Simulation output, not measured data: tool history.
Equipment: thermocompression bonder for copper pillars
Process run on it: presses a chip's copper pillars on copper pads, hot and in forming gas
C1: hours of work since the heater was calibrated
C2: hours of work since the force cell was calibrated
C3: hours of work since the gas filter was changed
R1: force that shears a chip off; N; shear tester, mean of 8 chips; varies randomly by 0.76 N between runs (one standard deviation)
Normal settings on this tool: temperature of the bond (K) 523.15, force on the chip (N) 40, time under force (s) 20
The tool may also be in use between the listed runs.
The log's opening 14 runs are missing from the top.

Run 15, hour 342.4: usual settings; C1 566; C2 566; C3 125. Result: R1 79.6 N.
At hour 344.9: forming gas filter changed.
Run 16, hour 363.7: usual settings; C1 578; C2 578; C3 11. Result: R1 81.8 N.
Run 17, hour 378.4: usual settings but temperature of the bond (K) 549.15; C1 587; C2 587; C3 19. Result: R1 94.5 N.
Run 18, hour 395.0: usual settings but time under force (s) 56; C1 596; C2 596; C3 29. Result: R1 100.7 N.
Run 19, hour 415.0: usual settings but time under force (s) 56; C1 608; C2 608; C3 41. Result: R1 99.3 N.
Run 20, hour 441.6: usual settings; C1 623; C2 623; C3 56. Result: R1 82.8 N.
At hour 445.8: heater calibrated with a thermocouple chip.
Run 21, hour 475.0: usual settings but temperature of the bond (K) 508.15, force on the chip (N) 26, time under force (s) 34; C1 17; C2 642; C3 74. Result: R1 68.7 N.
Run 22, hour 488.7: usual settings but temperature of the bond (K) 549.15, force on the chip (N) 57, time under force (s) 12; C1 25; C2 650; C3 82. Result: R1 96.0 N.
At hour 501.2: heater calibrated with a thermocouple chip, once more.
Run 23, hour 522.4: usual settings but temperature of the bond (K) 527.15, force on the chip (N) 25, time under force (s) 32; C1 12; C2 668; C3 101. Result: R1 74.7 N.
Run 24, hour 551.0: usual settings but temperature of the bond (K) 494.15, force on the chip (N) 46, time under force (s) 23; C1 29; C2 685; C3 117. Result: R1 71.1 N.
At hour 565.9: forming gas filter changed.
Run 25, hour 571.8: usual settings but temperature of the bond (K) 494.15, force on the chip (N) 46, time under force (s) 23; C1 41; C2 696; C3 3. Result: R1 74.3 N.
Run 26, hour 600.6: usual settings but temperature of the bond (K) 494.15, force on the chip (N) 46, time under force (s) 23; C1 57; C2 713; C3 20. Result: R1 74.9 N.
Run 27, hour 627.3: usual settings but force on the chip (N) 53, time under force (s) 21; C1 73; C2 729; C3 36. Result: R1 91.7 N.
Run 28, hour 653.8: usual settings but temperature of the bond (K) 541.15, force on the chip (N) 53, time under force (s) 25; C1 88; C2 744; C3 51. Result: R1 99.3 N.
Run 29, hour 673.2: usual settings but time under force (s) 39; C1 99; C2 755; C3 62. Result: R1 92.7 N.
Run 30, hour 703.3: usual settings but force on the chip (N) 45; C1 117; C2 773; C3 80. Result: R1 83.9 N.
Run 31, hour 720.0: usual settings but force on the chip (N) 45; C1 127; C2 782; C3 89. Result: R1 84.4 N.
Run 32, hour 739.4: usual settings but temperature of the bond (K) 522.15, force on the chip (N) 27, time under force (s) 59; C1 138; C2 794; C3 101. Result: R1 85.5 N.
Run 33, hour 771.3: usual settings but temperature of the bond (K) 499.15; C1 156; C2 812; C3 119. Result: R1 66.7 N.
At hour 781.3: forming gas filter changed.
Run 34, hour 794.0: usual settings but force on the chip (N) 29, time under force (s) 24; C1 169; C2 825; C3 7. Result: R1 74.2 N.
Run 35, hour 821.0: usual settings but temperature of the bond (K) 509.15; C1 185; C2 841; C3 23. Result: R1 75.5 N.
Run 36, hour 851.8: usual settings but temperature of the bond (K) 542.15, force on the chip (N) 47; C1 203; C2 859; C3 41. Result: R1 95.7 N.
Run 37, hour 877.0: usual settings but temperature of the bond (K) 548.15; C1 217; C2 873; C3 56. Result: R1 91.9 N.
Run 38, hour 909.0: usual settings but temperature of the bond (K) 548.15; C1 236; C2 892; C3 74. Result: R1 91.6 N.
Run 39, hour 925.9: usual settings but temperature of the bond (K) 495.15, force on the chip (N) 37; C1 246; C2 902; C3 84. Result: R1 62.8 N.

Here are 3 independent what-if runs from the current tool condition. What would each one return?
Run A, hour 954.1: usual settings but time under force (s) 11; C1 262; C2 918; C3 100. Result: R1 ?.
Run B, hour 954.1: usual settings but temperature of the bond (K) 519.15, force on the chip (N) 44, time under force (s) 23; C1 262; C2 918; C3 100. Result: R1 ?.
Run C, hour 954.1: usual settings but temperature of the bond (K) 529.15, force on the chip (N) 47, time under force (s) 10; C1 262; C2 918; C3 100. Result: R1 ?.

run    R1
  A  69.2
  B  84.3
  C  75.7
The same runs, with their run-to-run variation unchanged, on a tool lacking any hidden condition would have given:
run    R1
  A  72.3
  B  88.1
  C  79.1
